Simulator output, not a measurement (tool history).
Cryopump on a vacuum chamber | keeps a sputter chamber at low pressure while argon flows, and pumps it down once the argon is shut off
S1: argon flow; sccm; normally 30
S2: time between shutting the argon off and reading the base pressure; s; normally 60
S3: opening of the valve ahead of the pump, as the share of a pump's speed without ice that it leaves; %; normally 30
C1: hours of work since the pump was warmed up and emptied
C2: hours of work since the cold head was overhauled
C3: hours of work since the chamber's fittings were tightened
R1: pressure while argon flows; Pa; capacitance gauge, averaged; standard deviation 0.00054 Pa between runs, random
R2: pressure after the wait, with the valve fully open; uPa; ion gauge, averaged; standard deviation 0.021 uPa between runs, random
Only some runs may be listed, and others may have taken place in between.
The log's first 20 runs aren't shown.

run   hour  S1   S2  S3   C1    C2   C3      R1    R2
 21  509.9  29   60  21  298   855  131  0.1161  0.80
 22  525.9  31   60  30  309   866  142  0.0872  0.79
 23  547.2  31   60  30  324   880  157  0.0880  0.84
 24  580.3  31   60  30  346   903  180  0.0890  0.81
 25  604.2  54  259  21  363   919  196  0.2175  0.58
 26  638.5  15   60  32  386   943  219  0.0414  0.95
 27  664.3  16  140  26  404   961  237  0.0528  0.73
 28  681.8  16  140  26  416   973  249  0.0526  0.74
 29  706.2  34   60  15  433   989  266  0.1905  1.02
 30  724.3  34   60  15  445  1002  278  0.1889  1.06
 31  754.2  14  248  18  466  1022  299  0.0654  0.80
 32  788.8  15   60  30  489  1046  323  0.0437  1.15
 33  809.6  15   60  30  504  1060  337  0.0453  1.23

Below are 5 alternative next runs, each starting from the tool's condition after run 33. Predict each:
  A  836.3  38  140  22  522  1079  355   ?   ?
  B  836.3  14   42  17  522  1079  355   ?   ?
  C  836.3  26   60  59  522  1079  355   ?   ?
  D  836.3  15  266  47  522  1079  355   ?   ?
  E  836.3  39   60  30  522  1079  355   ?   ?

run      R1    R2
  A  0.1485  1.04
  B  0.0701  1.37
  C  0.0427  1.20
  D  0.0299  0.89
  E  0.1161  1.19
Without the tool's hidden state the same runs would have given:
run      R1    R2
  A  0.1379  0.35
  B  0.0662  0.68
  C  0.0354  0.50
  D  0.0257  0.20
  E  0.1051  0.51
